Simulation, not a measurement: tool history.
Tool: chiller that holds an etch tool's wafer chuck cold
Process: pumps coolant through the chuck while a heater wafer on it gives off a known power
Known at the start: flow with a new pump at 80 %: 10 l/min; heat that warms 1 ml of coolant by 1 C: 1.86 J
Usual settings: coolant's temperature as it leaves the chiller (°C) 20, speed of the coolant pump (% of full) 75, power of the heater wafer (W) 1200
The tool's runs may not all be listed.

| run | hour | coolant's temperature as it leaves the chiller (°C) | speed of the coolant pump (% of full) | power of the heater wafer (W) | chuck's temperature once it has settled (°C) | how much warmer the coolant comes back (C) |
|---|---|---|---|---|---|---|
| 1 | 0 | 20 | 75 | 1200 | 28.5 | 4.32 |
| 2 | 179.7 | 20 | 75 | 1200 | 28.4 | 4.36 |
| 3 | 345.5 | 20 | 75 | 1200 | 28.5 | 4.4 |
| 4 | 476.5 | 20 | 75 | 1200 | 28.5 | 4.38 |
| 5 | 611.5 | 20 | 75 | 1359 | 29.7 | 4.95 |
| 6 | 775.7 | 20 | 75 | 1200 | 28.4 | 4.44 |
| 7 | 879.3 | 20 | 75 | 1200 | 28.8 | 4.39 |
| 8 | 999.1 | 30 | 75 | 1200 | 38.5 | 4.44 |
| 9 | 1121.8 | 30 | 75 | 1200 | 38.4 | 4.41 |
| 10 | 1331.6 | 20 | 75 | 1200 | 28.6 | 4.49 |
| 11 | 1532.7 | 20 | 75 | 1200 | 28.4 | 4.43 |
| 12 | 1618.8 | 20 | 75 | 1200 | 28.4 | 4.52 |
| 13 | 1772.5 | 20 | 75 | 1200 | 28.5 | 4.45 |
| 14 | 1891.6 | 20 | 75 | 1200 | 28.6 | 4.52 |
| 15 | 1989.9 | 20 | 75 | 1200 | 28.6 | 4.45 |
| 16 | 2137.8 | 20 | 81 | 1200 | 28.3 | 4.11 |
| 17 | 2338.4 | 20 | 81 | 1200 | 28.3 | 4.12 |
| 18 | 2553.2 | 14 | 92 | 952 | 20.1 | 2.86 |
| 19 | 2745.8 | 11 | 62 | 1007 | 19.8 | 4.73 |
| 20 | 2929.5 | 29 | 77 | 1121 | 37.4 | 4.08 |
| 21 | 3087.4 | 11 | 98 | 1337 | 19.2 | 3.76 |
| 22 | 3243.6 | 11 | 98 | 1337 | 19.2 | 3.8 |
| 23 | 3369.4 | 20 | 67 | 980 | 27.9 | 4.24 |
| 24 | 3558.7 | 20 | 67 | 980 | 28.2 | 4.24 |
| 25 | 3727.3 | 20 | 67 | 980 | 28.1 | 4.26 |
| 26 | 3940.3 | 20 | 86 | 612 | 24.1 | 2.02 |
| 27 | 4044 | 12 | 61 | 1200 | 22.8 | 5.75 |
| 28 | 4224.3 | 20 | 70 | 1200 | 29.8 | 5.04 |
| 29 | 4334.3 | 20 | 73 | 1358 | 30.6 | 5.34 |
| 30 | 4442.9 | 20 | 73 | 1358 | 30.7 | 5.37 |
| 31 | 4556.2 | 20 | 73 | 1358 | 30.7 | 5.39 |

Taken out of this log: 2 entries between the listed runs. Where each belongs, and how the hidden state differs across it:
Between runs 8 and 9: chiller's thermometer calibrated (hour 1077.9)
  heat passed by the chuck's channels, % of clean ones': 93.8 -> 93.6; flow at a given pump speed, % of a new pump's: 94 -> 93.8; coolant's true temperature over the reading, C: -0.15 -> -0.25
  measured less the result without the state, chuck's temperature once it has settled (°C): +0.6 -> +0.5; how much warmer the coolant comes back (C): +0.27 -> +0.27
Between runs 17 and 18: chiller's thermometer calibrated, once more (hour 2368.2)
  heat passed by the chuck's channels, % of clean ones': 91.9 -> 91.6; flow at a given pump speed, % of a new pump's: 92.2 -> 92; coolant's true temperature over the reading, C: -0.34 -> 0.03
  measured less the result without the state, chuck's temperature once it has settled (°C): +0.6 -> +0.7; how much warmer the coolant comes back (C): +0.32 -> +0.23
